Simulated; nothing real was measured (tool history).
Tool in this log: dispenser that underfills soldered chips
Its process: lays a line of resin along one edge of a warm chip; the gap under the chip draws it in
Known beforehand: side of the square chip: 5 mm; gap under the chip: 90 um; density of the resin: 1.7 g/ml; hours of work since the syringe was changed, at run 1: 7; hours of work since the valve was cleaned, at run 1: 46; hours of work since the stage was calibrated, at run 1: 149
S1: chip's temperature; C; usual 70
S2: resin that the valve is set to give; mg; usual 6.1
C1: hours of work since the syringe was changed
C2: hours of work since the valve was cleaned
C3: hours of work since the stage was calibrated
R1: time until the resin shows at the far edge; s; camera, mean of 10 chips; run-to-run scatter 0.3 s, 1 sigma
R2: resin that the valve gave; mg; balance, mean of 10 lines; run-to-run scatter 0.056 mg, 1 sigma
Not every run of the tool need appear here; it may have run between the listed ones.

run    day  S1    S2  C1   C2   C3   R1    R2
  1      0  70   6.1   7   46  149  6.8  5.89
  2  0.171  70   6.1  10   49  152  7.7  5.78
     0.283  -- new syringe of resin
  3  0.296  70  6.11   0   50  154  4.5  5.79
  4  0.408  70  6.11   2   52  155  5.7  5.85
  5  0.596  79   6.1   5   55  159  4.4  5.92
  6   0.75  79   6.1   8   58  161  4.9  5.71
     0.979  -- new syringe of resin
  7  0.992  79   6.1   0   62  165  3.5  5.61
  8  1.158  79  6.83   3   65  168  4.2   6.4
  9  1.362  79  7.89   6   68  171    5  7.34
 10  1.517  74   6.1   9   71  174  6.3  5.75
     1.654  -- new syringe of resin
 11  1.667  70   6.1   0   73  176  4.8  5.62
 12  1.879  70  7.14   4   77  180  5.9  6.54
 13  2.017  70  7.32   6   79  182  6.7  6.68
 14  2.238  70  5.49  10   83  186  8.4  5.03
     2.342  -- new syringe of resin
 15  2.421  70  5.49   1   85  189  5.5  5.01
 16    2.6  70  5.49   4   88  192    7  5.04
 17  2.712  68   6.1   6   90  193    7  5.61
 18   2.95  68   6.1  10   94  197  8.8  5.61
     3.021  -- new syringe of resin
 19   3.15  68   6.1   2   97  201  6.2  5.44
 20  3.325  68   6.1   5  100  204  6.8  5.45
 21  3.458  74  6.77   7  103  206  6.3   6.1
 22  3.621  80  5.74  10  105  208  5.8  5.19
     3.696  -- new syringe of resin
 23   3.75  71  6.01   1  107  210  5.3  5.38
 24  3.883  71  6.01   3  109  213  5.4  5.31
 25  4.133  85  6.02   7  114  217    4  5.32
 26  4.342  83  7.29  11  117  220  5.4  6.55
     4.375  -- new syringe of resin
 27  4.604  83  7.29   4  121  225  3.5  6.58
     4.712  -- dispensing valve cleaned and set on the balance
 28  4.829  72  7.57   7    2  228  6.6  7.49
 29  5.008  72  7.57  10    5  231  7.8  7.59
     5.104  -- new syringe of resin
 30  5.142  72  6.33   1    7  233  4.4  6.27
 31  5.333  66  7.35   4   10  236  7.1  7.41
 32  5.512  66  7.35   7   13  239  7.5   7.3
 33  5.729  75  6.45  10   17  243  6.4  6.41
     5.788  -- new syringe of resin
 34  5.971  75   6.4   3   21  246    5   6.2
 35  6.092  69   6.4   5   23  248  6.2  6.33
 36  6.304  69   6.4   9   26  252  7.8  6.24
 37  6.429  67  5.51  11   28  254  9.1  5.43

Each row is a separate what-if for the run after 37, all from the same tool condition, not one after another. Results?
     6.483  -- new syringe of resin
  A  6.554  81   6.1   1  30  256   ?   ?
     6.483  -- new syringe of resin
  B  6.554  77   6.1   1  30  256   ?   ?
     6.483  -- new syringe of resin
  C  6.554  67  6.16   1  30  256   ?   ?

run   R1    R2
  A  3.2  5.91
  B  3.8  6.01
  C  5.9  5.99
What these runs would have given with no unlogged condition in the tool:
run   R1    R2
  A  3.1  6.07
  B  3.7  6.17
  C  5.6  6.14
